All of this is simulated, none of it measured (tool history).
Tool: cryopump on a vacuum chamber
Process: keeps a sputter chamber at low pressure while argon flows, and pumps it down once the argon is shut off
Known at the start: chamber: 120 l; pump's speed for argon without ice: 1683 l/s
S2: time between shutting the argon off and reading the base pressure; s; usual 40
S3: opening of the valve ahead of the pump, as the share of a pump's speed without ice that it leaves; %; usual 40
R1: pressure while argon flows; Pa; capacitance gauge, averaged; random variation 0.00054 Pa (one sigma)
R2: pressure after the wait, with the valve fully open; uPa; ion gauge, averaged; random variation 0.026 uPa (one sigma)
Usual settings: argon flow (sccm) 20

Run 1, hour 0: usual settings. Result: R1 0.0517 Pa, R2 2.76 uPa.
Run 2, hour 22.8: usual settings but S3 19 %. Result: R1 0.108 Pa, R2 2.75 uPa.
Run 3, hour 40.2: usual settings but S3 17 %. Result: R1 0.1214 Pa, R2 2.78 uPa.
Run 4, hour 74.8: usual settings but argon flow (sccm) 31, S3 17 %. Result: R1 0.1872 Pa, R2 2.87 uPa.
Run 5, hour 115.2: usual settings. Result: R1 0.0538 Pa, R2 2.98 uPa.
Run 6, hour 142.2: usual settings but S2 197 s. Result: R1 0.0531 Pa, R2 2.14 uPa.
Run 7, hour 166.8: usual settings but S2 197 s. Result: R1 0.0535 Pa, R2 2.26 uPa.
Run 8, hour 190.2: usual settings but S2 197 s. Result: R1 0.0532 Pa, R2 2.3 uPa.
Run 9, hour 209.8: usual settings but S2 197 s. Result: R1 0.0542 Pa, R2 2.28 uPa.
Run 10, hour 247.8: usual settings but S2 197 s. Result: R1 0.0546 Pa, R2 2.42 uPa.
Run 11, hour 278.8: usual settings but S2 197 s. Result: R1 0.0539 Pa, R2 2.37 uPa.
Run 12, hour 301.3: usual settings. Result: R1 0.0556 Pa, R2 3.26 uPa.
Run 13, hour 331.5: usual settings but S3 20 %. Result: R1 0.1051 Pa, R2 3.32 uPa.
Run 14, hour 351.2: usual settings but S3 20 %. Result: R1 0.104 Pa, R2 3.39 uPa.
Run 15, hour 380.4: usual settings but S3 20 %. Result: R1 0.1061 Pa, R2 3.4 uPa.
Run 16, hour 414.9: usual settings but S3 20 %. Result: R1 0.1059 Pa, R2 3.54 uPa.
Run 17, hour 442.1: usual settings but S2 124 s. Result: R1 0.0558 Pa, R2 2.92 uPa.
Run 18, hour 467.5: usual settings but argon flow (sccm) 10, S2 124 s. Result: R1 0.0284 Pa, R2 2.91 uPa.
Run 19, hour 504.8: usual settings but argon flow (sccm) 10, S2 124 s, S3 32 %. Result: R1 0.0341 Pa, R2 3.03 uPa.

The next listed run, before its measurement:
Run 20, hour 529.9: usual settings but argon flow (sccm) 10, S2 33 s, S3 17 %. Result: R1 ?, R2 ?.

Run 20 gave R1 0.0626 Pa, R2 3.93 uPa.
Without the tool's hidden state the same run would have given R1 0.0593 Pa, R2 1.35 uPa.
